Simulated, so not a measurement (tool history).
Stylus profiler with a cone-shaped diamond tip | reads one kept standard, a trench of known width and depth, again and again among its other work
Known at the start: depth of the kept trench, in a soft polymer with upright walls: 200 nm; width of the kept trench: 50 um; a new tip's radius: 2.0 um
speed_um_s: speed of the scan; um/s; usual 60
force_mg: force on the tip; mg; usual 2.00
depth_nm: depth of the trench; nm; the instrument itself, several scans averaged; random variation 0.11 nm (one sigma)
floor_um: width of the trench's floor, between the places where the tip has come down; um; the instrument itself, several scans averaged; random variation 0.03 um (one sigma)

run     day  speed_um_s  force_mg  depth_nm  floor_um
  1   0.000          60      2.00    201.04     47.88
  2   0.992          60      1.32    200.72     47.71
  3   1.708          60      1.32    200.89     47.74
  4   2.596         132      2.00    201.15     47.34
  5   3.746         132      2.80    201.40     47.47
  6   4.808          60      4.28    201.99     47.98
  7   5.404          60      4.28    201.77     47.93
  8   6.475          60      3.32    201.58     47.93
  9   7.267          60      3.32    201.28     47.93
 10   8.250          60      3.32    201.71     47.86
 11   8.921          60      3.32    201.63     47.89
 12   9.583          60      4.19    201.75     47.86
 13  10.296          60      2.00    200.85     47.79
 14  11.279          60      2.00    201.04     47.82
 15  12.396          60      2.00    201.29     47.83
 16  13.271          82      2.00    201.31     47.62
 17  14.696          75      2.00    201.34     47.70
 18  15.433          60      1.18    200.98     47.65
 19  16.333          60      1.53    200.89     47.75
 20  17.717          24      2.00    201.05     48.08
 21  18.588          33      2.58    201.60     48.02
 22  19.983          33      2.58    201.48     47.98
 23  21.275         116      5.03    202.25     47.73
 24  22.338          25      4.51    202.01     48.10
 25  23.712          25      4.51    202.12     48.07
 26  24.946         211      2.61    201.41     46.90
 27  26.275          20      5.91    202.59     48.07
 28  27.625         192      4.22    202.23     47.29
 29  28.596          28      3.83    202.01     48.04
 30  29.546         171      4.04    202.01     47.37
 31  30.192         171      4.04    201.99     47.38
 32  30.888         156      2.20    201.48     47.15
 33  31.908         103      0.78    200.91     47.00
 34  32.746          24      0.81    200.98     47.89
 35  33.879          24      0.81    200.94     47.91
 36  34.675          19      1.15    201.03     47.98

Measured less the same run without the tool's hidden state. The same run-to-run variation is in both; the gauge's scatter may not be:
The hidden state here: radius of the tip, um; height scale over the true one, %; drift of the gauge itself on depth_nm, %; drift of the gauge itself on floor_um, %.
run  depth_nm  floor_um
  1     -0.03     -0.03
  2     -0.02     -0.03
  3     +0.00     -0.02
  4     +0.00     -0.02
  5     +0.02     -0.03
  6     +0.03     -0.03
  7     +0.04     -0.03
  8     +0.05     -0.03
  9     +0.06     -0.04
 10     +0.07     -0.04
 11     +0.08     -0.04
 12     +0.09     -0.04
 13     +0.10     -0.04
 14     +0.12     -0.04
 15     +0.13     -0.05
 16     +0.14     -0.04
 17     +0.16     -0.05
 18     +0.17     -0.05
 19     +0.18     -0.05
 20     +0.20     -0.06
 21     +0.21     -0.06
 22     +0.23     -0.06
 23     +0.24     -0.06
 24     +0.26     -0.06
 25     +0.27     -0.07
 26     +0.29     -0.07
 27     +0.32     -0.07
 28     +0.33     -0.07
 29     +0.34     -0.07
 30     +0.35     -0.07
 31     +0.36     -0.08
 32     +0.37     -0.08
 33     +0.38     -0.09
 34     +0.39     -0.09
 35     +0.41     -0.09
 36     +0.42     -0.09

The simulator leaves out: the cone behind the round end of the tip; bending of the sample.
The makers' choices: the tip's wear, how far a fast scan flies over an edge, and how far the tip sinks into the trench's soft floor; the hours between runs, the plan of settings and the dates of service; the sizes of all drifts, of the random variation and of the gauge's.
